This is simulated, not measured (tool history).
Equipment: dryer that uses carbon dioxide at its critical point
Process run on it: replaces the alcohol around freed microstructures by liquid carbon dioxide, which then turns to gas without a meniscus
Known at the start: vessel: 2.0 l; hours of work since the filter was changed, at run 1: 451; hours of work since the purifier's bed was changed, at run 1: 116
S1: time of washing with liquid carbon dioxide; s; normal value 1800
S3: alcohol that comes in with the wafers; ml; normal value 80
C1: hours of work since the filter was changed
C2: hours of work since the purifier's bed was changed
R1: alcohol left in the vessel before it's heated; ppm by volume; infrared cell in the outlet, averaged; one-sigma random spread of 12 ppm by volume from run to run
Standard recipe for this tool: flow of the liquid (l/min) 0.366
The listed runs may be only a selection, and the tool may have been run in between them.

{"run": 1, "day": 0.0, "S1": 1800, "flow of the liquid (l/min)": 0.366, "S3": 80, "C1": 451, "C2": 116, "R1": 911}
{"run": 2, "day": 1.812, "S1": 1800, "flow of the liquid (l/min)": 0.366, "S3": 69, "C1": 483, "C2": 149, "R1": 812}
{"run": 3, "day": 4.183, "S1": 1800, "flow of the liquid (l/min)": 0.366, "S3": 69, "C1": 526, "C2": 192, "R1": 851}
{"day": 6.442, "done": "inlet filter changed"}
{"run": 4, "day": 6.679, "S1": 1800, "flow of the liquid (l/min)": 0.366, "S3": 27, "C1": 4, "C2": 236, "R1": 323}
{"run": 5, "day": 8.029, "S1": 1800, "flow of the liquid (l/min)": 0.366, "S3": 61, "C1": 29, "C2": 261, "R1": 665}
{"run": 6, "day": 10.125, "S1": 1140, "flow of the liquid (l/min)": 0.366, "S3": 80, "C1": 67, "C2": 299, "R1": 3323}
{"run": 7, "day": 11.521, "S1": 1140, "flow of the liquid (l/min)": 0.366, "S3": 80, "C1": 92, "C2": 324, "R1": 3377}
{"run": 8, "day": 14.296, "S1": 1800, "flow of the liquid (l/min)": 0.366, "S3": 80, "C1": 142, "C2": 374, "R1": 907}
{"run": 9, "day": 15.796, "S1": 1800, "flow of the liquid (l/min)": 0.366, "S3": 80, "C1": 169, "C2": 401, "R1": 910}
{"run": 10, "day": 18.017, "S1": 1800, "flow of the liquid (l/min)": 0.366, "S3": 80, "C1": 209, "C2": 441, "R1": 941}
{"run": 11, "day": 20.504, "S1": 1800, "flow of the liquid (l/min)": 0.366, "S3": 80, "C1": 254, "C2": 486, "R1": 963}
{"run": 12, "day": 22.508, "S1": 1860, "flow of the liquid (l/min)": 0.298, "S3": 27, "C1": 290, "C2": 522, "R1": 644}
{"run": 13, "day": 24.004, "S1": 1800, "flow of the liquid (l/min)": 0.328, "S3": 119, "C1": 317, "C2": 549, "R1": 2047}
{"run": 14, "day": 25.821, "S1": 1680, "flow of the liquid (l/min)": 0.407, "S3": 22, "C1": 350, "C2": 582, "R1": 361}
{"run": 15, "day": 27.721, "S1": 2640, "flow of the liquid (l/min)": 0.269, "S3": 45, "C1": 384, "C2": 616, "R1": 516}
{"run": 16, "day": 30.329, "S1": 1440, "flow of the liquid (l/min)": 0.505, "S3": 33, "C1": 432, "C2": 663, "R1": 421}
{"run": 17, "day": 31.583, "S1": 1440, "flow of the liquid (l/min)": 0.505, "S3": 33, "C1": 454, "C2": 686, "R1": 428}
{"run": 18, "day": 33.625, "S1": 2700, "flow of the liquid (l/min)": 0.298, "S3": 77, "C1": 491, "C2": 723, "R1": 579}
{"run": 19, "day": 35.233, "S1": 1800, "flow of the liquid (l/min)": 0.236, "S3": 43, "C1": 520, "C2": 752, "R1": 2067}
{"run": 20, "day": 37.708, "S1": 2520, "flow of the liquid (l/min)": 0.23, "S3": 65, "C1": 565, "C2": 797, "R1": 1348}
{"day": 37.967, "done": "inlet filter changed"}
{"run": 21, "day": 40.025, "S1": 1980, "flow of the liquid (l/min)": 0.311, "S3": 80, "C1": 37, "C2": 838, "R1": 1200}

What if the next run were any one of these 4? Each begins from the tool's condition after run 21:
{"run": "A", "day": 42.342, "S1": 1260, "flow of the liquid (l/min)": 0.311, "S3": 118, "C1": 79, "C2": 880, "R1": "?"}
{"run": "B", "day": 42.342, "S1": 2340, "flow of the liquid (l/min)": 0.229, "S3": 29, "C1": 79, "C2": 880, "R1": "?"}
{"run": "C", "day": 42.342, "S1": 1500, "flow of the liquid (l/min)": 0.403, "S3": 80, "C1": 79, "C2": 880, "R1": "?"}
{"run": "D", "day": 42.342, "S1": 1980, "flow of the liquid (l/min)": 0.382, "S3": 80, "C1": 79, "C2": 880, "R1": "?"}

run=A R1=5835
run=B R1=765
run=C R1=1326
run=D R1=664
With no hidden state in the tool, these same runs would have given:
run=A R1=5467
run=B R1=525
run=C R1=1052
run=D R1=413

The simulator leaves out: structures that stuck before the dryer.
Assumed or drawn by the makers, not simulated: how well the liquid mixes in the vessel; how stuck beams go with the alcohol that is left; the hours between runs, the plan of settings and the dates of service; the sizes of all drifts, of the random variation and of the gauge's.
